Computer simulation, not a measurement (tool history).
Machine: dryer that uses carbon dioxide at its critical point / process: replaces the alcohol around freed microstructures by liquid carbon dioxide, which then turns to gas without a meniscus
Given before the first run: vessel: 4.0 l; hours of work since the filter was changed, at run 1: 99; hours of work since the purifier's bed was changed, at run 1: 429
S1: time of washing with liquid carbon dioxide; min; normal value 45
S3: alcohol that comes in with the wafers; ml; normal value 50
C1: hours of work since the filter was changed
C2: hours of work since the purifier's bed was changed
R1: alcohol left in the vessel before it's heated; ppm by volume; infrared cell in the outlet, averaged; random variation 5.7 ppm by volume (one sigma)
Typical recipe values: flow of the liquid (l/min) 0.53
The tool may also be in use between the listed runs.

Run 1, hour 0: usual settings; C1 99; C2 429. Result: R1 336 ppm by volume.
Run 2, hour 48.7: usual settings but S1 29 min; C1 133; C2 463. Result: R1 1130 ppm by volume.
Run 3, hour 83.7: usual settings but S1 29 min; C1 158; C2 488. Result: R1 1204 ppm by volume.
At hour 134.6: inlet filter changed.
Run 4, hour 143.8: usual settings but S1 29 min; C1 6; C2 529. Result: R1 927 ppm by volume.
Run 5, hour 192.3: usual settings but S1 29 min; C1 41; C2 563. Result: R1 994 ppm by volume.
Run 6, hour 221.5: usual settings but S1 29 min; C1 61; C2 584. Result: R1 1040 ppm by volume.
Run 7, hour 277.7: usual settings but S1 29 min; C1 101; C2 623. Result: R1 1146 ppm by volume.
Run 8, hour 334.2: usual settings but S1 29 min; C1 140; C2 663. Result: R1 1217 ppm by volume.
Run 9, hour 391.6: usual settings but S1 40 min; C1 181; C2 703. Result: R1 627 ppm by volume.
At hour 412.6: inlet filter changed.
Run 10, hour 430.6: usual settings but S1 34 min; C1 13; C2 730. Result: R1 698 ppm by volume.
Run 11, hour 457.5: usual settings but S3 28 ml; C1 32; C2 749. Result: R1 274 ppm by volume.
Run 12, hour 491.3: usual settings but S3 28 ml; C1 55; C2 773. Result: R1 296 ppm by volume.
Run 13, hour 527.2: usual settings but S3 28 ml; C1 81; C2 798. Result: R1 319 ppm by volume.
Run 14, hour 559.3: usual settings but S1 37 min, flow of the liquid (l/min) 0.83, S3 30 ml; C1 103; C2 820. Result: R1 229 ppm by volume.
Run 15, hour 595.9: usual settings but S1 37 min, flow of the liquid (l/min) 0.83, S3 30 ml; C1 129; C2 846. Result: R1 254 ppm by volume.
Run 16, hour 624.5: usual settings but S1 47 min, flow of the liquid (l/min) 0.675, S3 24 ml; C1 149; C2 866. Result: R1 242 ppm by volume.
Run 17, hour 669.6: usual settings but S1 63 min, flow of the liquid (l/min) 0.4, S3 24 ml; C1 181; C2 898. Result: R1 323 ppm by volume.
At hour 691.7: inlet filter changed.
Run 18, hour 705.4: usual settings but S1 63 min, flow of the liquid (l/min) 0.4, S3 24 ml; C1 10; C2 922. Result: R1 277 ppm by volume.
Run 19, hour 754.7: usual settings but flow of the liquid (l/min) 0.407, S3 111 ml; C1 44; C2 957. Result: R1 1377 ppm by volume.
Run 20, hour 810.2: usual settings but flow of the liquid (l/min) 0.407, S3 111 ml; C1 83; C2 996. Result: R1 1505 ppm by volume.
Run 21, hour 864.6: usual settings but S1 40 min, flow of the liquid (l/min) 0.407, S3 24 ml; C1 121; C2 1034. Result: R1 650 ppm by volume.
Run 22, hour 909.2: usual settings but S1 39 min, flow of the liquid (l/min) 0.583, S3 83 ml; C1 153; C2 1065. Result: R1 796 ppm by volume.
Run 23, hour 961.2: usual settings but S1 46 min, flow of the liquid (l/min) 0.864; C1 189; C2 1102. Result: R1 274 ppm by volume.
At hour 970: inlet filter changed.
Run 24, hour 1020.8: usual settings but S1 46 min, flow of the liquid (l/min) 0.864; C1 36; C2 1143. Result: R1 270 ppm by volume.
Run 25, hour 1048.7: usual settings but S1 46 min, flow of the liquid (l/min) 0.788; C1 55; C2 1163. Result: R1 274 ppm by volume.

Each row is a separate what-if for the run after 25, all from the same tool condition, not one after another. Results?
Run A, hour 1091.7: usual settings but S1 46 min, flow of the liquid (l/min) 0.37, S3 31 ml; C1 85; C2 1193. Result: R1 ?.
Run B, hour 1091.7: usual settings but S1 69 min, flow of the liquid (l/min) 0.742, S3 75 ml; C1 85; C2 1193. Result: R1 ?.
Run C, hour 1091.7: usual settings but S3 49 ml; C1 85; C2 1193. Result: R1 ?.
Run D, hour 1091.7: usual settings but S1 46 min, flow of the liquid (l/min) 0.788, S3 20 ml; C1 85; C2 1193. Result: R1 ?.
Run E, hour 1091.7: usual settings but S1 62 min, flow of the liquid (l/min) 0.831, S3 28 ml; C1 85; C2 1193. Result: R1 ?.

run   R1
  A  720
  B  280
  C  474
  D  282
  E  273
What these runs would have given with no unlogged condition in the tool:
run   R1
  A  375
  B    5
  C  167
  D   12
  E   11

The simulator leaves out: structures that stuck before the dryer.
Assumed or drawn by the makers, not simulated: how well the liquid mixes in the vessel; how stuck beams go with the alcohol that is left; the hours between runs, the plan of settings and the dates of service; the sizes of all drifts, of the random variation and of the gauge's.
